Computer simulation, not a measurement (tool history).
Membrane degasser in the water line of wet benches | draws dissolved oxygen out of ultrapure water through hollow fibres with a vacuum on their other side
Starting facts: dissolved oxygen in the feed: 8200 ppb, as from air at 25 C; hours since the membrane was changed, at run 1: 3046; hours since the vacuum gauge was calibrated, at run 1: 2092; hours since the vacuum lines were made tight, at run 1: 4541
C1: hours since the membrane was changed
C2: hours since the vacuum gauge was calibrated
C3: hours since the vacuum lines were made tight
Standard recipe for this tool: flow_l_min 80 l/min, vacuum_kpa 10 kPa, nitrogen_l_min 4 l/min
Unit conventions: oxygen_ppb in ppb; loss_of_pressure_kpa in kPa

Run 1, hour 0: usual settings; C1 3046; C2 2092; C3 4541. Result: oxygen_ppb 298 ppb, loss_of_pressure_kpa 32.57 kPa.
Run 2, hour 89.6: usual settings; C1 3136; C2 2182; C3 4631. Result: oxygen_ppb 296.9 ppb, loss_of_pressure_kpa 32.44 kPa.
Run 3, hour 176.4: usual settings; C1 3223; C2 2269; C3 4717. Result: oxygen_ppb 296.2 ppb, loss_of_pressure_kpa 32.66 kPa.
Run 4, hour 224.3: usual settings; C1 3271; C2 2317; C3 4765. Result: oxygen_ppb 295.7 ppb, loss_of_pressure_kpa 32.35 kPa.
Run 5, hour 270.1: usual settings; C1 3316; C2 2363; C3 4811. Result: oxygen_ppb 297.9 ppb, loss_of_pressure_kpa 32.63 kPa.
Run 6, hour 328.4: usual settings; C1 3375; C2 2421; C3 4869. Result: oxygen_ppb 295.6 ppb, loss_of_pressure_kpa 32.68 kPa.
Run 7, hour 385.1: usual settings; C1 3431; C2 2478; C3 4926. Result: oxygen_ppb 296.1 ppb, loss_of_pressure_kpa 32.23 kPa.
Run 8, hour 429.3: usual settings; C1 3475; C2 2522; C3 4970. Result: oxygen_ppb 297.2 ppb, loss_of_pressure_kpa 32.62 kPa.
Run 9, hour 517.6: usual settings but flow_l_min 100 l/min; C1 3564; C2 2610; C3 5059. Result: oxygen_ppb 364.2 ppb, loss_of_pressure_kpa 40.22 kPa.
Run 10, hour 614.6: usual settings but vacuum_kpa 8 kPa; C1 3661; C2 2707; C3 5156. Result: oxygen_ppb 212 ppb, loss_of_pressure_kpa 32.6 kPa.
Run 11, hour 718.1: usual settings but vacuum_kpa 8 kPa; C1 3764; C2 2811; C3 5259. Result: oxygen_ppb 213.4 ppb, loss_of_pressure_kpa 32.66 kPa.
Run 12, hour 807.9: usual settings but vacuum_kpa 8 kPa; C1 3854; C2 2900; C3 5349. Result: oxygen_ppb 211.9 ppb, loss_of_pressure_kpa 32.55 kPa.
Run 13, hour 884.1: usual settings but vacuum_kpa 8 kPa; C1 3930; C2 2977; C3 5425. Result: oxygen_ppb 212.8 ppb, loss_of_pressure_kpa 32.34 kPa.
Run 14, hour 945.3: usual settings but vacuum_kpa 8 kPa; C1 3992; C2 3038; C3 5486. Result: oxygen_ppb 212.2 ppb, loss_of_pressure_kpa 32.18 kPa.
Run 15, hour 992.9: usual settings but vacuum_kpa 8 kPa; C1 4039; C2 3085; C3 5534. Result: oxygen_ppb 212.2 ppb, loss_of_pressure_kpa 32.57 kPa.
Run 16, hour 1041.7: usual settings but flow_l_min 63 l/min, vacuum_kpa 8 kPa; C1 4088; C2 3134; C3 5583. Result: oxygen_ppb 168.6 ppb, loss_of_pressure_kpa 25.45 kPa.
Run 17, hour 1095.3: usual settings but flow_l_min 63 l/min, vacuum_kpa 8 kPa; C1 4142; C2 3188; C3 5636. Result: oxygen_ppb 170 ppb, loss_of_pressure_kpa 25.59 kPa.
Run 18, hour 1171.2: usual settings but flow_l_min 63 l/min, vacuum_kpa 8 kPa; C1 4217; C2 3264; C3 5712. Result: oxygen_ppb 171.6 ppb, loss_of_pressure_kpa 25.53 kPa.
Run 19, hour 1279.8: usual settings but flow_l_min 71 l/min; C1 4326; C2 3372; C3 5821. Result: oxygen_ppb 266.6 ppb, loss_of_pressure_kpa 28.55 kPa.
Run 20, hour 1351.5: usual settings but flow_l_min 61 l/min, vacuum_kpa 17.8 kPa, nitrogen_l_min 4.87 l/min; C1 4398; C2 3444; C3 5893. Result: oxygen_ppb 408.5 ppb, loss_of_pressure_kpa 24.66 kPa.
Run 21, hour 1407.9: usual settings but flow_l_min 93 l/min, vacuum_kpa 21.3 kPa; C1 4454; C2 3500; C3 5949. Result: oxygen_ppb 842.2 ppb, loss_of_pressure_kpa 37.65 kPa.
Run 22, hour 1457.1: usual settings but flow_l_min 62 l/min, vacuum_kpa 19.7 kPa, nitrogen_l_min 10.56 l/min; C1 4503; C2 3550; C3 5998. Result: oxygen_ppb 229.5 ppb, loss_of_pressure_kpa 24.96 kPa.
Run 23, hour 1519.8: usual settings but flow_l_min 100 l/min, vacuum_kpa 22.8 kPa, nitrogen_l_min 9.54 l/min; C1 4566; C2 3612; C3 6061. Result: oxygen_ppb 468.9 ppb, loss_of_pressure_kpa 40.43 kPa.
Run 24, hour 1589.2: usual settings but flow_l_min 100 l/min, vacuum_kpa 22.8 kPa, nitrogen_l_min 9.54 l/min; C1 4635; C2 3682; C3 6130. Result: oxygen_ppb 467.2 ppb, loss_of_pressure_kpa 40.82 kPa.
Run 25, hour 1665.9: usual settings but flow_l_min 82 l/min, vacuum_kpa 21.2 kPa, nitrogen_l_min 2.67 l/min; C1 4712; C2 3758; C3 6207. Result: oxygen_ppb 1036.3 ppb, loss_of_pressure_kpa 33.07 kPa.
At hour 1720.8: seals of the vacuum lines changed.
Run 26, hour 1760.1: usual settings but flow_l_min 85 l/min, vacuum_kpa 6.3 kPa, nitrogen_l_min 2.67 l/min; C1 4804; C2 3851; C3 39. Result: oxygen_ppb 206.3 ppb, loss_of_pressure_kpa 34.31 kPa.
Run 27, hour 1866.1: usual settings but flow_l_min 85 l/min, vacuum_kpa 6.3 kPa, nitrogen_l_min 2.67 l/min; C1 4910; C2 3957; C3 145. Result: oxygen_ppb 205.7 ppb, loss_of_pressure_kpa 34.78 kPa.
Run 28, hour 1917.7: usual settings but vacuum_kpa 7.2 kPa; C1 4962; C2 4008; C3 197. Result: oxygen_ppb 179 ppb, loss_of_pressure_kpa 32.49 kPa.
Run 29, hour 2003.2: usual settings but vacuum_kpa 7.2 kPa; C1 5047; C2 4094; C3 282. Result: oxygen_ppb 178.3 ppb, loss_of_pressure_kpa 32.42 kPa.
Run 30, hour 2048.8: usual settings but vacuum_kpa 13.7 kPa, nitrogen_l_min 9.38 l/min; C1 5093; C2 4139; C3 328. Result: oxygen_ppb 212.7 ppb, loss_of_pressure_kpa 31.99 kPa.
Run 31, hour 2152.6: usual settings but vacuum_kpa 13.7 kPa, nitrogen_l_min 9.38 l/min; C1 5197; C2 4243; C3 432. Result: oxygen_ppb 211.3 ppb, loss_of_pressure_kpa 32.59 kPa.
Run 32, hour 2233: usual settings but flow_l_min 102 l/min, vacuum_kpa 13.7 kPa, nitrogen_l_min 1.79 l/min; C1 5277; C2 4323; C3 512. Result: oxygen_ppb 1013.5 ppb, loss_of_pressure_kpa 41.63 kPa.

Below are 4 alternative next runs, each starting from the tool's condition after run 32. Predict each:
Run A, hour 2339.5: usual settings but flow_l_min 102 l/min, vacuum_kpa 10.1 kPa, nitrogen_l_min 3.62 l/min; C1 5384; C2 4430; C3 619. Result: oxygen_ppb ?, loss_of_pressure_kpa ?.
Run B, hour 2339.5: usual settings but flow_l_min 56 l/min; C1 5384; C2 4430; C3 619. Result: oxygen_ppb ?, loss_of_pressure_kpa ?.
Run C, hour 2339.5: usual settings but flow_l_min 92 l/min; C1 5384; C2 4430; C3 619. Result: oxygen_ppb ?, loss_of_pressure_kpa ?.
Run D, hour 2339.5: usual settings but flow_l_min 73 l/min, nitrogen_l_min 4.12 l/min; C1 5384; C2 4430; C3 619. Result: oxygen_ppb ?, loss_of_pressure_kpa ?.

run  oxygen_ppb  loss_of_pressure_kpa
  A       407.7                 40.85
  B       214.7                 22.58
  C       336.5                 37.61
  D       267.1                 29.36
With no hidden state in the tool, these same runs would have given:
run  oxygen_ppb  loss_of_pressure_kpa
  A       407.6                 40.83
  B       214.6                 22.58
  C       336.3                  37.6
  D         267                 29.35
